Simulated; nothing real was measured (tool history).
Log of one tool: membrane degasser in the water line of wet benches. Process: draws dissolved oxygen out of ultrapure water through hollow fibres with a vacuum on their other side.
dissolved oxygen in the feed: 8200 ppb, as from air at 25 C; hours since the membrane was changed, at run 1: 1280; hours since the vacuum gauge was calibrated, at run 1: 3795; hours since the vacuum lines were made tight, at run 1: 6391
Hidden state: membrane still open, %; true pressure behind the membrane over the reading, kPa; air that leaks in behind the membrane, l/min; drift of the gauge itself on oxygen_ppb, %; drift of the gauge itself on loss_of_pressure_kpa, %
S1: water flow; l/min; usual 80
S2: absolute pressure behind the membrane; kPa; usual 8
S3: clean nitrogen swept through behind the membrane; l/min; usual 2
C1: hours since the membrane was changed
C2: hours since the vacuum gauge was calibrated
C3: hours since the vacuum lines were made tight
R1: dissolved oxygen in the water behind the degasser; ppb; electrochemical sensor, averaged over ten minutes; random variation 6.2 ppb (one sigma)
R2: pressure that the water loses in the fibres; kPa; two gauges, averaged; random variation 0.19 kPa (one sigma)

Run 1, hour 0: usual settings; C1 1280; C2 3795; C3 6391. Result: R1 615.3 ppb, R2 41.28 kPa.
Run 2, hour 51.2: usual settings; C1 1331; C2 3846; C3 6442. Result: R1 616 ppb, R2 40.83 kPa.
Run 3, hour 95.6: usual settings; C1 1375; C2 3890; C3 6486. Result: R1 623.6 ppb, R2 41 kPa.
Run 4, hour 160.9: usual settings but S2 12.35 kPa; C1 1441; C2 3956; C3 6552. Result: R1 921.1 ppb, R2 41.43 kPa.
Run 5, hour 254.4: usual settings but S2 19.94 kPa; C1 1534; C2 4049; C3 6645. Result: R1 1359.5 ppb, R2 41.39 kPa.
Run 6, hour 342.4: usual settings but S2 19.94 kPa; C1 1622; C2 4137; C3 6733. Result: R1 1382.8 ppb, R2 41.24 kPa.
Run 7, hour 429.5: usual settings but S3 4.57 l/min; C1 1709; C2 4224; C3 6820. Result: R1 445.7 ppb, R2 41.37 kPa.
Run 8, hour 483.2: usual settings but S1 121 l/min; C1 1763; C2 4278; C3 6874. Result: R1 899.2 ppb, R2 62.6 kPa.
Run 9, hour 579.2: usual settings but S1 121 l/min; C1 1859; C2 4374; C3 6970. Result: R1 895.9 ppb, R2 62.61 kPa.
Run 10, hour 637.8: usual settings but S1 121 l/min; C1 1917; C2 4432; C3 7029. Result: R1 912.3 ppb, R2 62.33 kPa.
Run 11, hour 701.7: usual settings; C1 1981; C2 4496; C3 7092. Result: R1 608.8 ppb, R2 41.13 kPa.
Run 12, hour 773.5: usual settings; C1 2053; C2 4568; C3 7164. Result: R1 613.9 ppb, R2 41.52 kPa.
Run 13, hour 844: usual settings; C1 2124; C2 4639; C3 7235. Result: R1 633 ppb, R2 41.09 kPa.
Run 14, hour 896.6: usual settings but S2 8.4 kPa; C1 2176; C2 4691; C3 7287. Result: R1 657.2 ppb, R2 41.53 kPa.
At hour 938.9: seals of the vacuum lines changed.
Run 15, hour 972.9: usual settings but S2 8.4 kPa; C1 2251; C2 4766; C3 34. Result: R1 649.9 ppb, R2 41.77 kPa.
Run 16, hour 1042.7: usual settings but S2 8.4 kPa; C1 2320; C2 4835; C3 104. Result: R1 643.2 ppb, R2 41.31 kPa.
At hour 1118.1: vacuum gauge calibrated.
Run 17, hour 1132.3: usual settings but S1 58 l/min, S2 6.47 kPa, S3 2.35 l/min; C1 2409; C2 14; C3 193. Result: R1 340.7 ppb, R2 30.06 kPa.
Run 18, hour 1203.7: usual settings but S1 58 l/min, S2 6.47 kPa, S3 2.35 l/min; C1 2481; C2 86; C3 264. Result: R1 336.6 ppb, R2 30.35 kPa.
Run 19, hour 1279.1: usual settings but S1 79 l/min, S2 17.64 kPa, S3 0.89 l/min; C1 2556; C2 161; C3 340. Result: R1 1933 ppb, R2 41.22 kPa.
Run 20, hour 1346: usual settings but S1 120 l/min, S2 5.78 kPa, S3 3.42 l/min; C1 2623; C2 228; C3 407. Result: R1 610.7 ppb, R2 62.98 kPa.
Run 21, hour 1396.6: usual settings but S1 66 l/min, S2 9.97 kPa, S3 0.89 l/min; C1 2674; C2 278; C3 457. Result: R1 988.4 ppb, R2 34.25 kPa.
Run 22, hour 1440.8: usual settings but S1 49 l/min, S3 2.3 l/min; C1 2718; C2 323; C3 501. Result: R1 354.9 ppb, R2 25.5 kPa.
Run 23, hour 1525.5: usual settings but S1 74 l/min, S2 13.45 kPa; C1 2803; C2 407; C3 586. Result: R1 914.8 ppb, R2 38.64 kPa.
Run 24, hour 1565.8: usual settings but S1 74 l/min, S2 13.45 kPa; C1 2843; C2 448; C3 626. Result: R1 932.7 ppb, R2 38.63 kPa.
Run 25, hour 1638.8: usual settings but S1 75 l/min, S2 11.95 kPa, S3 3.91 l/min; C1 2916; C2 521; C3 699. Result: R1 595.9 ppb, R2 39.39 kPa.
Run 26, hour 1681.4: usual settings but S1 75 l/min, S2 11.95 kPa, S3 3.91 l/min; C1 2959; C2 563; C3 742. Result: R1 587.5 ppb, R2 39.41 kPa.
Run 27, hour 1751.1: usual settings but S1 75 l/min, S2 14.27 kPa, S3 3.91 l/min; C1 3028; C2 633; C3 812. Result: R1 675.5 ppb, R2 39.13 kPa.
Run 28, hour 1841.9: usual settings but S1 105 l/min, S2 7.24 kPa, S3 1 l/min; C1 3119; C2 724; C3 902. Result: R1 940.4 ppb, R2 54.99 kPa.
Run 29, hour 1919.4: usual settings but S1 105 l/min, S2 7.24 kPa, S3 1 l/min; C1 3197; C2 801; C3 980. Result: R1 924.7 ppb, R2 55.43 kPa.
Run 30, hour 1999.6: usual settings but S1 70 l/min, S2 7.24 kPa, S3 1 l/min; C1 3277; C2 881; C3 1060. Result: R1 667.3 ppb, R2 36.82 kPa.
Run 31, hour 2047.2: usual settings but S1 78 l/min, S2 5.64 kPa; C1 3324; C2 929; C3 1108. Result: R1 433.5 ppb, R2 40.98 kPa.

Measured less the same run without the tool's hidden state. The same run-to-run variation is in both; the gauge's scatter may not be:
run     R2
  1  +0.01
  2  +0.03
  3  +0.05
  4  +0.09
  5  +0.13
  6  +0.18
  7  +0.23
  8  +0.39
  9  +0.46
 10  +0.51
 11  +0.37
 12  +0.41
 13  +0.45
 14  +0.47
 15  +0.51
 16  +0.54
 17  +0.44
 18  +0.46
 19  +0.67
 20  +1.06
 21   +0.6
 22  +0.46
 23  +0.74
 24  +0.76
 25   +0.8
 26  +0.82
 27  +0.86
 28  +1.26
 29  +1.32
 30  +0.91
 31  +1.04
R1: within 0.4 ppb of the measured result in every run.
